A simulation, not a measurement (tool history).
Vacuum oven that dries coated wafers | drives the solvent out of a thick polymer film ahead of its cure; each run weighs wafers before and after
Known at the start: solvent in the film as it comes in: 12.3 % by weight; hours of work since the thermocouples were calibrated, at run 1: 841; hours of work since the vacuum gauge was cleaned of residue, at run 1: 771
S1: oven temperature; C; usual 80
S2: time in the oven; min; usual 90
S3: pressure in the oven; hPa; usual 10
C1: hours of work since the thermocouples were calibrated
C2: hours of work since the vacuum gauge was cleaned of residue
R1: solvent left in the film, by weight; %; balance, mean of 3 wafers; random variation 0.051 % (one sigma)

run,hour,S1,S2,S3,C1,C2,R1
1,0,80,90,10,841,771,0.93
2,31.8,80,90,10,854,784,0.89
3,68.8,80,90,10,870,800,0.9
4,123,80,55,10,892,822,1.87
5,165.1,80,55,10,910,840,1.87
6,193.5,80,90,10,921,851,0.96
7,224.6,80,90,10,934,864,0.89
8,266.7,86,90,10,952,882,0.49
9,309.4,86,90,10,969,899,0.69
10,342.4,86,90,10,983,913,0.56
11,371.7,86,90,10,995,925,0.61
12,396.4,80,45,10,1005,935,2.36
13,438.2,80,87,10,1023,953,0.9
14,471.6,80,87,10,1037,967,0.93
15,495.1,90,87,10,1046,976,0.49
16,547.6,90,87,10,1068,998,0.46
17,577.1,90,87,10,1080,1010,0.47
18,622.7,90,87,10,1099,1029,0.44
19,657.5,79,90,10,1114,1044,0.99
20,680.2,80,90,25.2,1123,1053,1.55
21,723.7,80,90,25.2,1141,1071,1.54
22,757.5,80,90,25.2,1155,1085,1.49
23,799.3,80,90,25.2,1172,1102,1.49
24,832.3,80,90,25.2,1186,1116,1.58
25,875.3,82,65,22.4,1204,1134,1.57
26,927.4,82,65,22.4,1225,1155,1.62
27,971.1,69,90,25.9,1243,1173,3.4
28,1024.7,80,68,5.5,1266,1196,1.25
29,1065.1,80,68,5.5,1282,1212,1.21
30,1120.1,80,68,5.5,1305,1235,1.19
31,1150.1,69,68,26.4,1317,1247,4.3
32,1199.8,69,68,26.4,1338,1268,4.41
33,1240.2,69,68,26.4,1355,1285,4.33
34,1271.2,72,52,7.8,1368,1298,3.51
35,1301.5,77,48,11.3,1380,1310,2.8
36,1332.9,77,48,11.3,1393,1323,2.81
37,1386.8,77,48,14.7,1415,1346,2.95
38,1430.7,77,48,14.7,1434,1364,2.79
39,1480.7,77,48,14.7,1454,1384,2.89
40,1519.1,79,102,14.7,1470,1400,1.11
# hour 1548.4: oven's thermocouples calibrated
41,1556.8,79,102,14.7,4,1415,1.3
42,1602.1,86,102,23.3,22,1434,1.1
43,1633.6,80,90,11.3,35,1447,1.24
44,1665.8,70,86,25.6,49,1460,3.69
45,1706.9,77,135,21.3,66,1477,1.59
46,1738.7,77,135,21.3,79,1490,1.56
47,1789.5,80,90,13.4,100,1511,1.22

3 ways to go on from here, each from the tool as it stands after run 47. What would each give?
A,1818.9,80,53,10,112,1524,?
B,1818.9,80,90,15.7,112,1524,?
C,1818.9,80,134,24.4,112,1524,?

run,R1
A,2.14
B,1.37
C,1.52
Without the tool's hidden state the same runs would have given:
run,R1
A,2.08
B,1.22
C,1.32
